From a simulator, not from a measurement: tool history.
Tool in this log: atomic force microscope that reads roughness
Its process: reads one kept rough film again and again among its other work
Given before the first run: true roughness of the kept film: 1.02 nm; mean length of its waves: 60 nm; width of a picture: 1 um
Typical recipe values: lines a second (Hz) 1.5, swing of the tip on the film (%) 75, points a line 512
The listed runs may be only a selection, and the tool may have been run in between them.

| run | hour | lines a second (Hz) | swing of the tip on the film (%) | points a line | roughness of the kept film (nm (root mean square)) |
|---|---|---|---|---|---|
| 1 | 0 | 1.5 | 75 | 512 | 0.917 |
|  | 5.1 | new tip fitted |
| 2 | 5.8 | 1.5 | 75 | 512 | 0.943 |
| 3 | 17.5 | 1.5 | 75 | 512 | 0.939 |
| 4 | 24.1 | 1.5 | 75 | 512 | 0.934 |
| 5 | 34 | 1.5 | 75 | 512 | 0.935 |
| 6 | 42.8 | 1.5 | 75 | 512 | 0.936 |
| 7 | 51.6 | 1.68 | 75 | 512 | 0.924 |
| 8 | 59.1 | 1.5 | 84 | 512 | 0.896 |
| 9 | 70.4 | 1.5 | 84 | 512 | 0.892 |
| 10 | 83 | 1.5 | 84 | 512 | 0.893 |
| 11 | 95.1 | 1.5 | 75 | 651 | 0.914 |
| 12 | 101.1 | 1.5 | 75 | 512 | 0.91 |
|  | 106.9 | new tip fitted |
| 13 | 110.9 | 1.5 | 75 | 512 | 0.938 |
| 14 | 120.2 | 1.5 | 75 | 512 | 0.938 |
| 15 | 129.7 | 1.5 | 75 | 512 | 0.933 |
| 16 | 141.3 | 3.54 | 62 | 678 | 0.922 |
| 17 | 149 | 1.5 | 89 | 661 | 0.87 |
| 18 | 154.5 | 1.5 | 66 | 312 | 0.951 |
| 19 | 164.3 | 1.4 | 55 | 608 | 0.972 |
| 20 | 175.7 | 1.4 | 55 | 608 | 0.966 |
| 21 | 182.3 | 1.4 | 55 | 608 | 0.965 |
| 22 | 192.2 | 1.4 | 55 | 477 | 0.955 |
| 23 | 201.2 | 3.05 | 81 | 477 | 0.817 |
|  | 209.1 | new tip fitted |
| 24 | 210.6 | 3.05 | 81 | 682 | 0.848 |

Below are 5 alternative next runs, each starting from the tool's condition after run 24. Predict each:
| A | 218.9 | 3.05 | 58 | 335 | ? |
| B | 218.9 | 3.05 | 75 | 682 | ? |
| C | 218.9 | 0.51 | 65 | 512 | ? |
| D | 218.9 | 0.87 | 75 | 512 | ? |
| E | 218.9 | 0.56 | 61 | 408 | ? |

| run | roughness of the kept film (nm (root mean square)) |
|---|---|
| A | 0.953 |
| B | 0.885 |
| C | 0.99 |
| D | 0.965 |
| E | 0.989 |
Without the tool's unlogged condition, the same runs would have read:
| run | roughness of the kept film (nm (root mean square)) |
|---|---|
| A | 0.956 |
| B | 0.887 |
| C | 0.993 |
| D | 0.968 |
| E | 0.992 |
